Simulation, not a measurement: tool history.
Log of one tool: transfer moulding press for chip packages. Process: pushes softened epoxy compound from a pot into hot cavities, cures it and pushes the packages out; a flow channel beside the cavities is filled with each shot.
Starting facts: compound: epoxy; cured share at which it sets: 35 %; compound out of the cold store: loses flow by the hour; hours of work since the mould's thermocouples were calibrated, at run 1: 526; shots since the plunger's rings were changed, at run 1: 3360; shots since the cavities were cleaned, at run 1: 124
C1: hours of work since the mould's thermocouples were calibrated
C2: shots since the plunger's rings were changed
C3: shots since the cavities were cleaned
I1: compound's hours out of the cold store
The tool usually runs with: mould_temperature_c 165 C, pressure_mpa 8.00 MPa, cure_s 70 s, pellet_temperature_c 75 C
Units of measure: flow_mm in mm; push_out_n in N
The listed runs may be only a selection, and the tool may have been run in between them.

run 1 hour=0.0 | mould_temperature_c=165 pressure_mpa=8.00 cure_s=70 pellet_temperature_c=75 | C1=526 C2=3360 C3=124 | I1=29.1 | flow_mm=635 push_out_n=717
run 2 hour=37.3 | mould_temperature_c=170 pressure_mpa=8.00 cure_s=70 pellet_temperature_c=75 | C1=543 C2=3780 C3=544 | I1=38.8 | flow_mm=580 push_out_n=685
-- hour=80.3 cavities cleaned with cleaning compound and waxed
run 3 hour=82.8 | mould_temperature_c=170 pressure_mpa=8.00 cure_s=70 pellet_temperature_c=75 | C1=563 C2=4275 C3=28 | I1=10.1 | flow_mm=666 push_out_n=479
run 4 hour=129.4 | mould_temperature_c=170 pressure_mpa=8.00 cure_s=70 pellet_temperature_c=75 | C1=584 C2=4799 C3=552 | I1=43.1 | flow_mm=556 push_out_n=695
run 5 hour=167.2 | mould_temperature_c=165 pressure_mpa=8.00 cure_s=70 pellet_temperature_c=75 | C1=601 C2=5225 C3=978 | I1=32.9 | flow_mm=596 push_out_n=1015
-- hour=172.0 cavities cleaned with cleaning compound and waxed
run 6 hour=219.3 | mould_temperature_c=165 pressure_mpa=8.00 cure_s=70 pellet_temperature_c=75 | C1=624 C2=5793 C3=531 | I1=40.8 | flow_mm=574 push_out_n=850
-- hour=250.4 plunger's sealing rings changed
-- hour=266.3 cavities cleaned with cleaning compound and waxed
run 7 hour=267.3 | mould_temperature_c=165 pressure_mpa=8.00 cure_s=70 pellet_temperature_c=75 | C1=643 C2=173 C3=11 | I1=42.0 | flow_mm=615 push_out_n=603
run 8 hour=294.6 | mould_temperature_c=165 pressure_mpa=8.00 cure_s=70 pellet_temperature_c=75 | C1=656 C2=480 C3=318 | I1=29.0 | flow_mm=665 push_out_n=827
run 9 hour=330.3 | mould_temperature_c=165 pressure_mpa=8.00 cure_s=70 pellet_temperature_c=75 | C1=672 C2=881 C3=719 | I1=15.9 | flow_mm=703 push_out_n=1033
-- hour=356.6 cavities cleaned with cleaning compound and waxed
run 10 hour=356.6 | mould_temperature_c=165 pressure_mpa=8.00 cure_s=70 pellet_temperature_c=75 | C1=683 C2=1160 C3=0 | I1=11.5 | flow_mm=717 push_out_n=655
run 11 hour=382.1 | mould_temperature_c=165 pressure_mpa=8.00 cure_s=70 pellet_temperature_c=75 | C1=695 C2=1448 C3=288 | I1=17.9 | flow_mm=690 push_out_n=819
run 12 hour=430.7 | mould_temperature_c=165 pressure_mpa=8.00 cure_s=109 pellet_temperature_c=75 | C1=717 C2=1994 C3=834 | I1=46.1 | flow_mm=600 push_out_n=692
-- hour=446.6 cavities cleaned with cleaning compound and waxed
run 13 hour=465.1 | mould_temperature_c=165 pressure_mpa=8.00 cure_s=109 pellet_temperature_c=75 | C1=731 C2=2364 C3=208 | I1=30.1 | flow_mm=639 push_out_n=520
run 14 hour=492.2 | mould_temperature_c=165 pressure_mpa=8.00 cure_s=109 pellet_temperature_c=75 | C1=744 C2=2669 C3=513 | I1=45.8 | flow_mm=593 push_out_n=616
-- hour=538.4 cavities cleaned with cleaning compound and waxed
run 15 hour=542.0 | mould_temperature_c=173 pressure_mpa=7.15 cure_s=58 pellet_temperature_c=80 | C1=765 C2=3212 C3=40 | I1=23.5 | flow_mm=585 push_out_n=554
run 16 hour=583.9 | mould_temperature_c=167 pressure_mpa=8.00 cure_s=70 pellet_temperature_c=69 | C1=784 C2=3684 C3=512 | I1=42.1 | flow_mm=583 push_out_n=819
-- hour=629.4 cavities cleaned with cleaning compound and waxed
run 17 hour=629.4 | mould_temperature_c=167 pressure_mpa=9.15 cure_s=70 pellet_temperature_c=82 | C1=804 C2=4178 C3=0 | I1=24.7 | flow_mm=670 push_out_n=550

What does the tool deliver on the next run?
run 18 hour=664.2 | mould_temperature_c=166 pressure_mpa=6.13 cure_s=71 pellet_temperature_c=82 | C1=820 C2=4570 C3=392 | I1=26.2 | flow_mm=? push_out_n=?

{"run 18": {"flow_mm": 546, "push_out_n": 766}}
If the tool had no hidden condition, the same run with the same run-to-run variation would have returned flow_mm 580 mm, push_out_n 496 N.
